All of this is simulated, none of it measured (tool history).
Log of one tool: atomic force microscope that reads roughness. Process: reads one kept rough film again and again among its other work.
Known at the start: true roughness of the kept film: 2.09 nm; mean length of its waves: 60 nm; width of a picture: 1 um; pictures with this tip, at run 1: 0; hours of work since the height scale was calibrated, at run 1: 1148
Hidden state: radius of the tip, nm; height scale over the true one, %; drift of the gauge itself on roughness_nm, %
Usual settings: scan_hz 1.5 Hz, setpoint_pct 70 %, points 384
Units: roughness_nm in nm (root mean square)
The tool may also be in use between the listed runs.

run	hour	scan_hz	setpoint_pct	points	pictures with this tip	hours of work since the height scale was calibrated	roughness_nm
1	0	1.5	70	384	0	1148	1.902
2	30.9	1.5	70	384	29	1164	1.887
3	62.4	1.5	70	384	60	1179	1.873
4	106.4	1.5	70	384	102	1201	1.87
5	131.5	2.21	70	384	127	1214	1.794
6	169.8	1.5	70	561	164	1233	1.861
7	194.6	1.12	70	384	188	1245	1.893
8	235.5	1.5	70	384	227	1266	1.844
9	290.5	1.5	70	384	280	1293	1.839
10	322	1.5	84	384	311	1309	1.691
# hour 330.6: new tip fitted
11	346.5	0.71	84	331	16	1321	1.883
12	376.7	0.71	84	331	45	1336	1.876
13	401.8	0.71	84	331	69	1348	1.876

Forecast run 14:
# hour 424.9: height scale calibrated on a step standard
14	451	2.36	84	331	116	13	?

roughness_nm: 1.625 nm (root mean square)
Without the tool's hidden state the same run would have given roughness_nm 1.651 nm (root mean square).
